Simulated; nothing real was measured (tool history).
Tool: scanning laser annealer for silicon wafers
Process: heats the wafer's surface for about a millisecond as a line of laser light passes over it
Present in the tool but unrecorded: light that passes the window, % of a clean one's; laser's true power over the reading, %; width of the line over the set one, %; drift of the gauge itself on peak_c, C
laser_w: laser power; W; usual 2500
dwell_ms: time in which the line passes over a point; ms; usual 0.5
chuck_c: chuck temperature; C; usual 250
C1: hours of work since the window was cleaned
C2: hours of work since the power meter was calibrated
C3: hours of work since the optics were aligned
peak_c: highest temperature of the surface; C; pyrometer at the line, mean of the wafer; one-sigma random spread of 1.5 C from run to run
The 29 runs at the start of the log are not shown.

run 30 hour=277.3 | laser_w=2270 dwell_ms=0.407 chuck_c=280 | C1=455 C2=505 C3=120 | peak_c=948
run 31 hour=284.9 | laser_w=2270 dwell_ms=0.407 chuck_c=280 | C1=461 C2=510 C3=126 | peak_c=951
run 32 hour=296.6 | laser_w=2422 dwell_ms=0.429 chuck_c=220 | C1=469 C2=518 C3=134 | peak_c=956
run 33 hour=304.6 | laser_w=2422 dwell_ms=0.429 chuck_c=220 | C1=475 C2=524 C3=140 | peak_c=955
run 34 hour=312.9 | laser_w=2500 dwell_ms=0.409 chuck_c=225 | C1=481 C2=530 C3=145 | peak_c=967
run 35 hour=323.8 | laser_w=2667 dwell_ms=0.427 chuck_c=244 | C1=488 C2=538 C3=153 | peak_c=1053
run 36 hour=329.5 | laser_w=2533 dwell_ms=0.5 chuck_c=241 | C1=492 C2=542 C3=157 | peak_c=1064
run 37 hour=342.3 | laser_w=2533 dwell_ms=0.5 chuck_c=241 | C1=501 C2=551 C3=166 | peak_c=1063
run 38 hour=348.3 | laser_w=2533 dwell_ms=0.5 chuck_c=241 | C1=506 C2=555 C3=170 | peak_c=1062
run 39 hour=354 | laser_w=2533 dwell_ms=0.5 chuck_c=241 | C1=510 C2=559 C3=174 | peak_c=1062
run 40 hour=363.8 | laser_w=2217 dwell_ms=0.5 chuck_c=290 | C1=517 C2=566 C3=181 | peak_c=1004

Each row is a separate what-if for the run after 40, all from the same tool condition, not one after another. Results?
run A hour=374.8 | laser_w=2715 dwell_ms=0.516 chuck_c=250 | C1=524 C2=573 C3=189 | peak_c=?
run B hour=374.8 | laser_w=2620 dwell_ms=0.359 chuck_c=275 | C1=524 C2=573 C3=189 | peak_c=?
run C hour=374.8 | laser_w=2618 dwell_ms=0.5 chuck_c=290 | C1=524 C2=573 C3=189 | peak_c=?
run D hour=374.8 | laser_w=2126 dwell_ms=0.534 chuck_c=289 | C1=524 C2=573 C3=189 | peak_c=?

run=A peak_c=1144
run=B peak_c=1009
run=C peak_c=1138
run=D peak_c=991
Without the tool's hidden state the same runs would have given:
run=A peak_c=1172
run=B peak_c=1031
run=C peak_c=1163
run=D peak_c=1012

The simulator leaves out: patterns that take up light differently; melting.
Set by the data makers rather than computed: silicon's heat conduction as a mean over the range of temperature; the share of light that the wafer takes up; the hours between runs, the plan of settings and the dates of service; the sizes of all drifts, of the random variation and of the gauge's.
